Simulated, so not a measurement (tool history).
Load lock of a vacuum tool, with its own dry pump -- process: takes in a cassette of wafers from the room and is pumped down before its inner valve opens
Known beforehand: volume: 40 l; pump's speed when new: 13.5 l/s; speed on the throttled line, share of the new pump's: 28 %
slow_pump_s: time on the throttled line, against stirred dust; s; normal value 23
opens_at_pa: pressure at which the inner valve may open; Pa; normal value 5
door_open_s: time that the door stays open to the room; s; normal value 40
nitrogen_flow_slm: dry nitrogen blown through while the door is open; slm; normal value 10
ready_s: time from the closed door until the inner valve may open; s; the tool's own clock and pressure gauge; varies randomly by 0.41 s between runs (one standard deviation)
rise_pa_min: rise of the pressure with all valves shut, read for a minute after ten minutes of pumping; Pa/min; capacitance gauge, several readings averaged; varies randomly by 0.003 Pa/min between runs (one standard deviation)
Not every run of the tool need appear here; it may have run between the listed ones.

run	day	slow_pump_s	opens_at_pa	door_open_s	nitrogen_flow_slm	incoming humidity of the room's air, %	ready_s	rise_pa_min
1	0	23	5	40	10	49.4	48.5	0.05
2	5.175	23	5	40	10	46.6	49.5	0.048
3	10.075	23	5	40	10	46	49.3	0.052
4	14.912	23	5	40	10	47.4	49.1	0.053
5	18.917	23	5	40	10	41.7	49.2	0.051
6	22.779	23	5	40	10	43.5	49.6	0.053
7	25.496	23	5	40	10	46.9	49.3	0.058
8	30.592	23	6	40	10	42.4	48.4	0.056
9	37.046	23	6	40	10	44.5	48.9	0.051
10	43.008	23	6	40	10	48.1	48.8	0.054
11	46.233	36	4	40	10	42.2	59.3	0.057
12	49.379	28	4	102	10	43.6	54	0.073
13	53.233	28	4	102	10	43.9	54.2	0.072

How would selected steps in ready_s from run to run divide? Give the signed amount a tool lacking its hidden state would still show from settings, what came in and random variation, and the signed amount left for the hidden state, including any gauge scatter that is not in both of the compared results.
Hidden state present: pump's speed, % of a new pump's; leak at the door's seal, Pa l/s; drift of the gauge itself on ready_s, %; drift of the gauge itself on rise_pa_min, %.
Run 10 -> 11: slow_pump_s 23 -> 36, opens_at_pa 6 -> 4. ready_s +10.5 s: hidden state -0.2, all else +10.7.
Run 11 -> 12: slow_pump_s 36 -> 28, door_open_s 40 -> 102. ready_s -5.3 s: hidden state +0.3, all else -5.6.
